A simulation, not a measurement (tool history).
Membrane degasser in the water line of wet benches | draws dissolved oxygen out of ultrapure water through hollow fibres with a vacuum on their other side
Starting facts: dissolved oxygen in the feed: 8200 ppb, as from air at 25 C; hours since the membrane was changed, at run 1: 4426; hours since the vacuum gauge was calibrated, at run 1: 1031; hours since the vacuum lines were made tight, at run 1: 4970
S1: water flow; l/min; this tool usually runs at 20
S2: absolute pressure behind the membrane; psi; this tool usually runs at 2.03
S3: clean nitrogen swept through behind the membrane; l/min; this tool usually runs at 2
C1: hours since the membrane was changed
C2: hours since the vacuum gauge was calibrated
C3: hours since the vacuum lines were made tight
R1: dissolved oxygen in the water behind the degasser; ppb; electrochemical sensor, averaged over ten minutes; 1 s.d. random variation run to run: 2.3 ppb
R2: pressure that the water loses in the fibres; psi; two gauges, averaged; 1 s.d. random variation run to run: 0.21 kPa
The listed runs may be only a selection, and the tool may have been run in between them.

{"run": 1, "day": 0.0, "S1": 20, "S2": 2.03, "S3": 2, "C1": 4426, "C2": 1031, "C3": 4970, "R1": 299.4, "R2": 7.439}
{"run": 2, "day": 5.979, "S1": 20, "S2": 2.03, "S3": 2, "C1": 4569, "C2": 1174, "C3": 5114, "R1": 298.8, "R2": 7.393}
{"run": 3, "day": 9.967, "S1": 20, "S2": 2.42, "S3": 2, "C1": 4665, "C2": 1270, "C3": 5209, "R1": 363.3, "R2": 7.439}
{"run": 4, "day": 16.917, "S1": 20, "S2": 2.03, "S3": 5.84, "C1": 4832, "C2": 1437, "C3": 5376, "R1": 139.8, "R2": 7.398}
{"run": 5, "day": 20.546, "S1": 20, "S2": 2.03, "S3": 2, "C1": 4919, "C2": 1524, "C3": 5463, "R1": 297.3, "R2": 7.468}
{"run": 6, "day": 24.529, "S1": 20, "S2": 2.03, "S3": 2, "C1": 5014, "C2": 1619, "C3": 5559, "R1": 297.8, "R2": 7.456}
{"run": 7, "day": 32.404, "S1": 20, "S2": 2.34, "S3": 2, "C1": 5203, "C2": 1808, "C3": 5748, "R1": 346, "R2": 7.442}
{"run": 8, "day": 38.683, "S1": 13, "S2": 2.03, "S3": 2, "C1": 5354, "C2": 1959, "C3": 5898, "R1": 179.1, "R2": 4.857}
{"run": 9, "day": 46.15, "S1": 21, "S2": 2.03, "S3": 2, "C1": 5533, "C2": 2138, "C3": 6078, "R1": 322, "R2": 7.815}
{"run": 10, "day": 50.275, "S1": 21, "S2": 2.03, "S3": 2, "C1": 5632, "C2": 2237, "C3": 6177, "R1": 321.9, "R2": 7.825}
{"run": 11, "day": 56.5, "S1": 21, "S2": 2.03, "S3": 2, "C1": 5782, "C2": 2387, "C3": 6326, "R1": 319.2, "R2": 7.809}
{"run": 12, "day": 63.158, "S1": 21, "S2": 2.03, "S3": 2, "C1": 5941, "C2": 2547, "C3": 6486, "R1": 320, "R2": 7.831}
{"run": 13, "day": 66.654, "S1": 21, "S2": 3.45, "S3": 2, "C1": 6025, "C2": 2630, "C3": 6570, "R1": 539.1, "R2": 7.86}
{"run": 14, "day": 70.721, "S1": 21, "S2": 3.45, "S3": 2, "C1": 6123, "C2": 2728, "C3": 6667, "R1": 543.9, "R2": 7.905}
{"run": 15, "day": 75.15, "S1": 20, "S2": 2.03, "S3": 2, "C1": 6229, "C2": 2834, "C3": 6774, "R1": 304.7, "R2": 7.496}
{"run": 16, "day": 83.45, "S1": 20, "S2": 2.03, "S3": 2, "C1": 6429, "C2": 3034, "C3": 6973, "R1": 302.9, "R2": 7.538}

Run 17 is up next; what results do you expect?
{"run": 17, "day": 88.988, "S1": 20, "S2": 1.67, "S3": 0.81, "C1": 6561, "C2": 3166, "C3": 7106, "R1": "?", "R2": "?"}

{"run 17": {"R1": 482.8, "R2": 7.496}}
Minus the tool's unlogged condition, the same run would have read R1 467.2 ppb, R2 7.155 psi.

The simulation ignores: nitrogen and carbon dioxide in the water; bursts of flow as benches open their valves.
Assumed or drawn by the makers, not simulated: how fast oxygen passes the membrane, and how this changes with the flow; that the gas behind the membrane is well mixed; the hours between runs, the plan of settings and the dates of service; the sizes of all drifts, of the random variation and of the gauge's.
